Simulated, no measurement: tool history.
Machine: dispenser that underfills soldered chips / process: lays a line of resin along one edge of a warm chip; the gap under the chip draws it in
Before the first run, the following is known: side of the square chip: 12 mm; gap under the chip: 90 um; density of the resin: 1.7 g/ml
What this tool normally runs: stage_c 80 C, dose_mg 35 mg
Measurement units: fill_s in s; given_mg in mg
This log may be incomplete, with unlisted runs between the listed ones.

run	hour	stage_c	dose_mg	fill_s	given_mg
1	0	80	35	158	33.71
# hour 7.6: new syringe of resin
2	11.7	80	35	130.6	33.63
3	20.2	86	35	131.8	33.16
# hour 26.4: new syringe of resin
4	31.3	80	35	135	33.38
# hour 39.2: dispensing valve cleaned and set on the balance
# hour 46.7: new syringe of resin
5	48.3	80	35.7	120.4	35.38
6	60	80	35.7	166	35.3
# hour 65.4: new syringe of resin
7	69	80	31.8	132.1	31.33
# hour 84.3: new syringe of resin
8	85.6	80	31.8	123.4	31.34
9	96.9	80	31.8	161.8	31.16
# hour 102.8: new syringe of resin
10	111.7	80	31.8	151.2	31.36
# hour 121.4: new syringe of resin
11	121.4	80	35.3	118.4	34.1
12	134.5	80	35	166.5	34.16
# hour 140.4: new syringe of resin
13	145.8	80	30.3	143.1	29.38
14	155.9	80	30.3	183.6	29.21
# hour 159.7: new syringe of resin
15	171.6	80	35	159.2	33.66
# hour 178: new syringe of resin
16	181.8	80	35	133.5	33.58
17	190	80	35	161.1	33.48
# hour 196.3: new syringe of resin
18	200.6	88	35	99.5	33.26
19	213.7	88	35	140.9	33.19
# hour 215.4: new syringe of resin
# hour 221.9: dispensing valve cleaned and set on the balance
20	231.1	88	35	131.1	34.9
# hour 235.1: new syringe of resin
21	247.2	74	37.2	196.6	37.2
# hour 253.7: new syringe of resin
22	263.8	74	37.2	189.8	36.81
# hour 272.7: new syringe of resin
# hour 275.2: stage's temperature calibrated
23	279.8	74	37.2	159.1	36.53
24	287.7	79	41	160.7	40.1
# hour 292.4: new syringe of resin
25	304.2	78	33.3	166.9	32.63
# hour 311.2: new syringe of resin
26	315.4	91	35	87.7	34.23
27	323.4	69	37.6	227.5	36.47
# hour 329.8: new syringe of resin
28	335.2	73	37.6	162.9	36.28
# hour 348.5: new syringe of resin
29	351.8	70	43.4	171.8	42.14
30	361.9	76	40.1	175	38.64
# hour 367.3: new syringe of resin
31	375.5	76	42.5	160	40.73
# hour 386.5: new syringe of resin
32	390.9	76	42.5	141.9	40.1
33	399.1	95	35	91.9	33.49
# hour 404.8: new syringe of resin
# hour 405.8: dispensing valve cleaned and set on the balance
34	408.6	80	44.4	115.5	44.07
35	418.3	77	32	168.8	31.45

Branching from run 35: 4 alternative next runs. What would each branch give?
# hour 424.1: new syringe of resin
A	429.5	86	32	?	?
# hour 424.1: new syringe of resin
B	429.5	70	34.3	?	?
# hour 424.1: new syringe of resin
C	429.5	75	34.9	?	?
# hour 424.1: new syringe of resin
D	429.5	78	35	?	?

run	fill_s	given_mg
A	101.4	31.7
B	184.9	34
C	151.7	34.58
D	136.2	34.84
Stripped of hidden state, with their random variation kept, the same runs would have yielded:
run	fill_s	given_mg
A	88.7	31.98
B	161.9	34.29
C	132.8	34.88
D	119.2	35.14
